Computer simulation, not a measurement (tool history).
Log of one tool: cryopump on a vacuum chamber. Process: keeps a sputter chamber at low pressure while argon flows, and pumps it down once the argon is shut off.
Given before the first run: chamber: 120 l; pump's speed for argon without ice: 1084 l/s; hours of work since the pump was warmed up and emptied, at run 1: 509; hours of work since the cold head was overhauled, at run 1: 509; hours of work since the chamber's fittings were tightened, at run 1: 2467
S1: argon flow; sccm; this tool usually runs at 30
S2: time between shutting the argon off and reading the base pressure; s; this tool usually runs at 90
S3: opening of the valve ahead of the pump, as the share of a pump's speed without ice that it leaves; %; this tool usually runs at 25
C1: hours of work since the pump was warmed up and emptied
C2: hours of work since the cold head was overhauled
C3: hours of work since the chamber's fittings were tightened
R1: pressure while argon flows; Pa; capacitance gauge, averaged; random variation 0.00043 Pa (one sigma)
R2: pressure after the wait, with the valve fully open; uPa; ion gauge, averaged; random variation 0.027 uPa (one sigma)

run,hour,S1,S2,S3,C1,C2,C3,R1,R2
1,0.0,30,90,25,509,509,2467,0.1903,3.79
2,17.8,30,90,25,522,522,2480,0.1902,3.91
3,30.2,30,90,25,530,530,2489,0.1901,3.80
4,43.9,30,90,25,540,540,2499,0.1907,3.96
5,64.7,30,90,25,555,555,2514,0.1911,3.91
6,81.9,27,90,23,568,568,2526,0.1868,3.92
7,100.5,19,48,21,581,581,2539,0.1435,4.79
8,116.0,19,48,21,592,592,2550,0.1428,4.88
9,129.2,19,48,21,602,602,2560,0.1439,4.80
10,144.2,25,107,38,612,612,2571,0.1060,3.86

Here are 4 independent what-if runs from the current tool condition. What would each one return?
A,162.5,15,107,38,625,625,2584,?,?
B,162.5,15,242,49,625,625,2584,?,?
C,162.5,25,47,38,625,625,2584,?,?
D,162.5,49,157,38,625,625,2584,?,?

run,R1,R2
A,0.0633,4.05
B,0.0497,3.49
C,0.1057,4.88
D,0.2068,3.62
Without the tool's unlogged condition, the same runs would have read:
run,R1,R2
A,0.0613,1.09
B,0.0477,0.62
C,0.1024,2.04
D,0.2002,0.80
